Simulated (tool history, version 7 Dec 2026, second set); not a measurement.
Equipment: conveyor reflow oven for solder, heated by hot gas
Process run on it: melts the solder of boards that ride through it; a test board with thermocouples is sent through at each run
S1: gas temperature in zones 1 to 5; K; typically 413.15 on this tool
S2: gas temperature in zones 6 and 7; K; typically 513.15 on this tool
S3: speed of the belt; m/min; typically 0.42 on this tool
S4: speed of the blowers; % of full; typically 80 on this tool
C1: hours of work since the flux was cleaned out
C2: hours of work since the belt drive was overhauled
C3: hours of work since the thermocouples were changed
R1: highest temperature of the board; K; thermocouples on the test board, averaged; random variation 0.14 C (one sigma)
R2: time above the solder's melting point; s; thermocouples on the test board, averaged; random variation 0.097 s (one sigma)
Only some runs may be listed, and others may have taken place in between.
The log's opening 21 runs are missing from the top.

run    hour      S1      S2     S3  S4   C1    C2    C3      R1     R2
 22  1352.2  413.15  513.15  0.492  66   76   915   969  493.05  66.31
 23  1417.6  407.15  516.15   0.37  59  102   941   996  502.35  95.47
 24  1455.8  407.15  516.15  0.481  77  118   956  1011  498.65  70.35
 25  1534.4  410.15  516.15  0.414  69  149   988  1043  501.85  86.13
     1552.8  -- flux residue cleaned out of gas plates and filters
 26  1595.8  404.15  526.15  0.477  67   17  1010  1065  504.35  73.58
 27  1679.6  413.15  513.15  0.438  90   51  1044  1099  502.15  83.03
 28  1727.3  413.15  513.15  0.438  90   70  1063  1118  501.95  82.77
 29  1779.5  425.15  502.15  0.376  80   91  1084  1139  495.05  98.34
 30  1857.6  425.15  502.15  0.376  80  122  1116  1171  495.05  98.37

What if the next run were any one of these 3? Each begins from the tool's condition after run 30:
     1944.1  -- flux residue cleaned out of gas plates and filters
  A  1945.4  413.15  513.15   0.42  80   1  1149  1204   ?   ?
     1944.1  -- flux residue cleaned out of gas plates and filters
  B  1945.4  412.15  513.15  0.464  81   1  1149  1204   ?   ?
     1944.1  -- flux residue cleaned out of gas plates and filters
  C  1945.4  412.15  501.15  0.376  89   1  1149  1204   ?   ?

run      R1     R2
  A  501.65  86.21
  B  498.75   75.3
  C  493.95  91.36
With no hidden state in the tool, these same runs would have given:
run      R1     R2
  A  501.65   86.2
  B  498.75  75.29
  C  493.95  91.35
